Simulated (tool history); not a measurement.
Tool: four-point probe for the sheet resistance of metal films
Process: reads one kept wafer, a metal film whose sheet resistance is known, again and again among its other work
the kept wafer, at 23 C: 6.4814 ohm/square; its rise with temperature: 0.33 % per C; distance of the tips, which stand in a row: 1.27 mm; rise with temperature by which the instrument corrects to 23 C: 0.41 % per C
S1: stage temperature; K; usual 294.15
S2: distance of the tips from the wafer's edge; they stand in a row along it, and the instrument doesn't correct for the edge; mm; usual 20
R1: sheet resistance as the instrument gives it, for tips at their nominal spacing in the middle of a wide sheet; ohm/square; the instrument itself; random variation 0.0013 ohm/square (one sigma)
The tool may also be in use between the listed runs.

{"run": 1, "hour": 0.0, "S1": 294.15, "S2": 20, "R1": 6.511409}
{"run": 2, "hour": 17.9, "S1": 294.15, "S2": 20, "R1": 6.510364}
{"run": 3, "hour": 35.0, "S1": 294.15, "S2": 20, "R1": 6.5121}
{"run": 4, "hour": 71.1, "S1": 294.15, "S2": 20, "R1": 6.510071}
{"run": 5, "hour": 112.5, "S1": 294.15, "S2": 44, "R1": 6.501158}
{"run": 6, "hour": 149.6, "S1": 294.15, "S2": 20, "R1": 6.511704}
{"run": 7, "hour": 174.7, "S1": 294.15, "S2": 20, "R1": 6.5105}
{"run": 8, "hour": 201.3, "S1": 294.15, "S2": 20, "R1": 6.513326}
{"run": 9, "hour": 236.3, "S1": 294.15, "S2": 20, "R1": 6.517404}
{"run": 10, "hour": 259.2, "S1": 294.15, "S2": 20, "R1": 6.517037}
{"run": 11, "hour": 278.6, "S1": 294.15, "S2": 20, "R1": 6.517891}
{"run": 12, "hour": 312.6, "S1": 294.15, "S2": 20, "R1": 6.515233}
{"run": 13, "hour": 348.1, "S1": 307.15, "S2": 20, "R1": 6.454258}
{"run": 14, "hour": 385.1, "S1": 307.15, "S2": 20, "R1": 6.451026}
{"run": 15, "hour": 417.2, "S1": 307.15, "S2": 65, "R1": 6.438296}
{"run": 16, "hour": 455.2, "S1": 294.15, "S2": 49, "R1": 6.508939}
{"run": 17, "hour": 476.7, "S1": 294.15, "S2": 20, "R1": 6.518192}
{"run": 18, "hour": 515.6, "S1": 294.15, "S2": 20, "R1": 6.519756}
{"run": 19, "hour": 554.4, "S1": 294.15, "S2": 20, "R1": 6.520546}
{"run": 20, "hour": 585.1, "S1": 294.15, "S2": 20, "R1": 6.523256}
{"run": 21, "hour": 614.7, "S1": 294.15, "S2": 20, "R1": 6.521892}
{"run": 22, "hour": 635.3, "S1": 294.15, "S2": 20, "R1": 6.524072}
{"run": 23, "hour": 664.3, "S1": 294.15, "S2": 20, "R1": 6.523847}
{"run": 24, "hour": 696.1, "S1": 296.15, "S2": 4, "R1": 6.833888}
{"run": 25, "hour": 715.2, "S1": 294.15, "S2": 20, "R1": 6.524791}
{"run": 26, "hour": 755.2, "S1": 292.15, "S2": 74, "R1": 6.521432}
{"run": 27, "hour": 795.4, "S1": 299.15, "S2": 4, "R1": 6.818796}
{"run": 28, "hour": 822.3, "S1": 297.15, "S2": 4, "R1": 6.834522}
{"run": 29, "hour": 864.0, "S1": 297.15, "S2": 4, "R1": 6.832509}
{"run": 30, "hour": 888.1, "S1": 296.15, "S2": 39, "R1": 6.508177}
{"run": 31, "hour": 928.7, "S1": 292.15, "S2": 4, "R1": 6.862963}
{"run": 32, "hour": 948.6, "S1": 294.15, "S2": 70, "R1": 6.517152}
{"run": 33, "hour": 976.5, "S1": 299.15, "S2": 14, "R1": 6.519171}
{"run": 34, "hour": 1002.7, "S1": 301.15, "S2": 28, "R1": 6.489452}
{"run": 35, "hour": 1035.4, "S1": 301.15, "S2": 28, "R1": 6.489277}
{"run": 36, "hour": 1062.2, "S1": 292.15, "S2": 5, "R1": 6.74868}
{"run": 37, "hour": 1090.9, "S1": 292.15, "S2": 5, "R1": 6.749733}
{"run": 38, "hour": 1120.4, "S1": 292.15, "S2": 5, "R1": 6.74547}
{"run": 39, "hour": 1162.1, "S1": 299.15, "S2": 14, "R1": 6.525183}
{"run": 40, "hour": 1187.3, "S1": 298.15, "S2": 12, "R1": 6.538175}
{"run": 41, "hour": 1218.0, "S1": 308.15, "S2": 40, "R1": 6.455632}
{"run": 42, "hour": 1242.5, "S1": 299.15, "S2": 28, "R1": 6.505492}
{"run": 43, "hour": 1280.8, "S1": 307.15, "S2": 17, "R1": 6.476772}
{"run": 44, "hour": 1300.0, "S1": 299.15, "S2": 4, "R1": 6.83197}
{"run": 45, "hour": 1325.5, "S1": 294.15, "S2": 20, "R1": 6.540021}

4 ways to go on from here, each from the tool as it stands after run 45. What would each give?
{"run": "A", "hour": 1345.7, "S1": 291.15, "S2": 24, "R1": "?"}
{"run": "B", "hour": 1345.7, "S1": 301.15, "S2": 5, "R1": "?"}
{"run": "C", "hour": 1345.7, "S1": 296.15, "S2": 20, "R1": "?"}
{"run": "D", "hour": 1345.7, "S1": 307.15, "S2": 3, "R1": "?"}

run=A R1=6.550486
run=B R1=6.705083
run=C R1=6.529465
run=D R1=7.022349
Without the tool's hidden state the same runs would have given:
run=A R1=6.516663
run=B R1=6.671014
run=C R1=6.496001
run=D R1=6.987063
